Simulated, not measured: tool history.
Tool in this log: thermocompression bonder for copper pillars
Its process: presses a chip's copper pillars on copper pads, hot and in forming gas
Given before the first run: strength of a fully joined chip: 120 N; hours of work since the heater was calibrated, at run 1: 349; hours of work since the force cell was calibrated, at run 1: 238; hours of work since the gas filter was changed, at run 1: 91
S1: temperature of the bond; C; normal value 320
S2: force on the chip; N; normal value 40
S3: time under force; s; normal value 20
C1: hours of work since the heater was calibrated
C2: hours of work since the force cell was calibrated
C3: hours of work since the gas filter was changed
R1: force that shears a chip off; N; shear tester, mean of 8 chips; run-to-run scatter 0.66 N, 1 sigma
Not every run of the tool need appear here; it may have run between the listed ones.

| run | day | S1 | S2 | S3 | C1 | C2 | C3 | R1 |
|---|---|---|---|---|---|---|---|---|
| 1 | 0 | 320 | 40 | 20 | 349 | 238 | 91 | 37.9 |
| 2 | 1.417 | 320 | 40 | 20 | 367 | 256 | 109 | 36.7 |
| 3 | 2.779 | 320 | 40 | 20 | 384 | 274 | 126 | 35.6 |
|  | 4.562 | forming gas filter changed |
| 4 | 5.229 | 320 | 40 | 20 | 415 | 305 | 8 | 40 |
| 5 | 7.408 | 320 | 40 | 20 | 443 | 332 | 36 | 37.8 |
| 6 | 9.708 | 320 | 40 | 20 | 472 | 362 | 65 | 37 |
| 7 | 11.35 | 320 | 40 | 20 | 493 | 383 | 86 | 36.2 |
| 8 | 14.238 | 320 | 30 | 20 | 530 | 419 | 123 | 29.3 |
| 9 | 15.917 | 320 | 40 | 36 | 551 | 441 | 145 | 43.2 |
|  | 16.362 | forming gas filter changed |
| 10 | 18.483 | 320 | 42 | 20 | 584 | 473 | 27 | 36.6 |
| 11 | 20.646 | 320 | 40 | 20 | 611 | 501 | 54 | 37.1 |
| 12 | 22.979 | 320 | 40 | 20 | 641 | 530 | 84 | 34.8 |
|  | 23.317 | heater calibrated with a thermocouple chip |
| 13 | 25.246 | 320 | 40 | 20 | 25 | 558 | 112 | 30.2 |
| 14 | 26.6 | 320 | 40 | 27 | 42 | 575 | 129 | 34.2 |
|  | 28.117 | forming gas filter changed |
| 15 | 28.117 | 320 | 40 | 27 | 61 | 594 | 0 | 36.7 |
| 16 | 30.704 | 296 | 27 | 33 | 94 | 627 | 33 | 21.4 |
| 17 | 33.504 | 320 | 35 | 20 | 129 | 663 | 69 | 29.2 |
| 18 | 34.7 | 304 | 43 | 19 | 145 | 678 | 84 | 24.1 |
| 19 | 36.942 | 304 | 36 | 19 | 173 | 707 | 112 | 20.7 |
|  | 38.308 | force cell calibrated |
| 20 | 39.004 | 319 | 52 | 13 | 199 | 9 | 138 | 26.4 |
|  | 39.762 | heater calibrated with a thermocouple chip, once more |
|  | 40.008 | forming gas filter changed |
| 21 | 41.196 | 319 | 52 | 13 | 18 | 35 | 15 | 41 |
| 22 | 43.404 | 319 | 52 | 13 | 46 | 64 | 43 | 39.7 |
| 23 | 44.838 | 319 | 52 | 13 | 64 | 82 | 61 | 38.6 |
| 24 | 47.517 | 320 | 40 | 48 | 98 | 116 | 96 | 54.9 |
| 25 | 49.104 | 320 | 40 | 48 | 119 | 136 | 116 | 53.8 |
| 26 | 50.433 | 320 | 40 | 48 | 136 | 153 | 133 | 50.9 |
|  | 51.792 | forming gas filter changed |
| 27 | 52.854 | 322 | 39 | 20 | 166 | 184 | 14 | 41.8 |

For some of the steps in R1 from one run to the next: how much would appear even if the tool had no hidden state, given the settings, what came in and random variation, and how much remains for the hidden state plus any gauge scatter that the measured result and the result without hidden state don't share?
The tool's hidden condition here consists of: true temperature of the bond over the reading, C; force that reaches the chip, % of what is set; oxide that the forming gas leaves, % of the face; drift of the gauge itself on shear_n, %.
Run 9 -> 10: S2 40 -> 42, S3 36 -> 20, forming gas filter changed. R1 -6.6 N: hidden state +4.7, all else -11.3.
Run 15 -> 16: S1 320 -> 296, S2 40 -> 27, S3 27 -> 33. R1 -15.3 N: hidden state +1.8, all else -17.1.
Run 20 -> 21: heater calibrated with a thermocouple chip, once more, forming gas filter changed. R1 +14.6 N: hidden state +13.9, all else +0.7.
Run 23 -> 24: S1 319 -> 320, S2 52 -> 40, S3 13 -> 48. R1 +16.3 N: hidden state -2.4, all else +18.7.
